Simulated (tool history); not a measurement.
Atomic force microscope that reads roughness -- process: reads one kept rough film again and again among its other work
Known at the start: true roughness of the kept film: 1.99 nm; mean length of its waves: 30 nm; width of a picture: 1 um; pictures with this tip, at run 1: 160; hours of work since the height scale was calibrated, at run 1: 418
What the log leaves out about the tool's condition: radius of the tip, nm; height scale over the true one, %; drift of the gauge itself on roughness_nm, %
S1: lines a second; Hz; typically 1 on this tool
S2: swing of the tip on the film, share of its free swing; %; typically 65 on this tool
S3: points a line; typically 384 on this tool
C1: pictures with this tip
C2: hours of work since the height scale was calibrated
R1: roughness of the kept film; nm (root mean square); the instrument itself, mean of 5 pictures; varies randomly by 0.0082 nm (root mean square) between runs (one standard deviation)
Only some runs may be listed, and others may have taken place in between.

Run 1, hour 0: usual settings; C1 160; C2 418. Result: R1 1.66 nm (root mean square).
Run 2, hour 11.2: usual settings but S2 57 %; C1 174; C2 427. Result: R1 1.679 nm (root mean square).
Run 3, hour 19.7: usual settings but S2 84 %; C1 184; C2 433. Result: R1 1.589 nm (root mean square).
Run 4, hour 28.2: usual settings but S2 61 %; C1 194; C2 439. Result: R1 1.656 nm (root mean square).
Run 5, hour 41: usual settings but S1 1.61 Hz, S2 61 %; C1 210; C2 448. Result: R1 1.637 nm (root mean square).
At hour 45.5: new tip fitted.
Run 6, hour 50.7: usual settings; C1 6; C2 455. Result: R1 1.768 nm (root mean square).
Run 7, hour 62.9: usual settings; C1 21; C2 464. Result: R1 1.744 nm (root mean square).
At hour 65.4: height scale calibrated on a step standard.
Run 8, hour 74.6: usual settings; C1 34; C2 7. Result: R1 1.736 nm (root mean square).
Run 9, hour 84.1: usual settings; C1 45; C2 14. Result: R1 1.719 nm (root mean square).
Run 10, hour 99.2: usual settings but S3 928; C1 64; C2 24. Result: R1 1.723 nm (root mean square).
Run 11, hour 110.2: usual settings but S3 928; C1 77; C2 32. Result: R1 1.72 nm (root mean square).
Run 12, hour 118.7: usual settings but S3 928; C1 87; C2 39. Result: R1 1.702 nm (root mean square).
At hour 125.9: height scale calibrated on a step standard, once more.
Run 13, hour 131.4: usual settings but S3 928; C1 101; C2 4. Result: R1 1.724 nm (root mean square).

Run 14, settings as shown, results not yet in. Your forecast:
Run 14, hour 138.5: usual settings but S2 73 %, S3 596; C1 110; C2 9. Result: R1 ?.

{"run 14": {"R1": 1.676}}
If the tool had no hidden condition, the same run with the same run-to-run variation would have returned R1 1.76 nm (root mean square).

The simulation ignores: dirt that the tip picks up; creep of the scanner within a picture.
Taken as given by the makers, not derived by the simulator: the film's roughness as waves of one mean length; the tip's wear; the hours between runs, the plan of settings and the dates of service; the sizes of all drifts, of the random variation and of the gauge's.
